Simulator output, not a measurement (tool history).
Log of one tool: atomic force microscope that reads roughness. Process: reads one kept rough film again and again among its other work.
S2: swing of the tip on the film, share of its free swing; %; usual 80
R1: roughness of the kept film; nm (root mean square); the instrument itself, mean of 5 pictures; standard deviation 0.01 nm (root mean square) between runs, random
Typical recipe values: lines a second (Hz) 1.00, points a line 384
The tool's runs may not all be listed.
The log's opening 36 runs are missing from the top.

-- hour=2097.0 new tip fitted
run 37 hour=2097.0 | lines_a_second_(Hz)=3.09 S2=68 points_a_line=1019 | R1=2.184
run 38 hour=2153.1 | lines_a_second_(Hz)=1.00 S2=57 points_a_line=384 | R1=2.358
run 39 hour=2227.6 | lines_a_second_(Hz)=3.14 S2=82 points_a_line=384 | R1=1.903
run 40 hour=2269.5 | lines_a_second_(Hz)=1.01 S2=84 points_a_line=721 | R1=2.185
run 41 hour=2314.7 | lines_a_second_(Hz)=1.75 S2=64 points_a_line=721 | R1=2.223
-- hour=2389.6 new tip fitted
run 42 hour=2389.6 | lines_a_second_(Hz)=1.75 S2=64 points_a_line=721 | R1=2.291
run 43 hour=2470.7 | lines_a_second_(Hz)=2.45 S2=70 points_a_line=566 | R1=2.168
run 44 hour=2519.6 | lines_a_second_(Hz)=2.45 S2=70 points_a_line=566 | R1=2.134
run 45 hour=2553.0 | lines_a_second_(Hz)=2.45 S2=70 points_a_line=566 | R1=2.136
run 46 hour=2587.2 | lines_a_second_(Hz)=2.45 S2=70 points_a_line=566 | R1=2.126
run 47 hour=2627.4 | lines_a_second_(Hz)=2.45 S2=70 points_a_line=566 | R1=2.106
-- hour=2682.6 new tip fitted
run 48 hour=2688.1 | lines_a_second_(Hz)=2.45 S2=70 points_a_line=566 | R1=2.190
-- hour=2742.0 height scale calibrated on a step standard
run 49 hour=2756.9 | lines_a_second_(Hz)=1.16 S2=64 points_a_line=384 | R1=2.359
run 50 hour=2818.9 | lines_a_second_(Hz)=3.71 S2=59 points_a_line=591 | R1=2.246
run 51 hour=2859.0 | lines_a_second_(Hz)=1.00 S2=79 points_a_line=260 | R1=2.257
run 52 hour=2917.3 | lines_a_second_(Hz)=0.73 S2=67 points_a_line=384 | R1=2.320

4 ways to go on from here, each from the tool as it stands after run 52. What would each give?
-- hour=2978.9 new tip fitted
run A hour=2987.3 | lines_a_second_(Hz)=2.50 S2=63 points_a_line=305 | R1=?
-- hour=2978.9 new tip fitted
run B hour=2987.3 | lines_a_second_(Hz)=1.61 S2=71 points_a_line=259 | R1=?
-- hour=2978.9 new tip fitted
run C hour=2987.3 | lines_a_second_(Hz)=2.68 S2=66 points_a_line=704 | R1=?
-- hour=2978.9 new tip fitted
run D hour=2987.3 | lines_a_second_(Hz)=0.67 S2=59 points_a_line=551 | R1=?

run=A R1=2.301
run=B R1=2.305
run=C R1=2.263
run=D R1=2.420
With the hidden condition removed and each run's random variation left untouched, the same runs would have given:
run=A R1=2.311
run=B R1=2.315
run=C R1=2.273
run=D R1=2.431
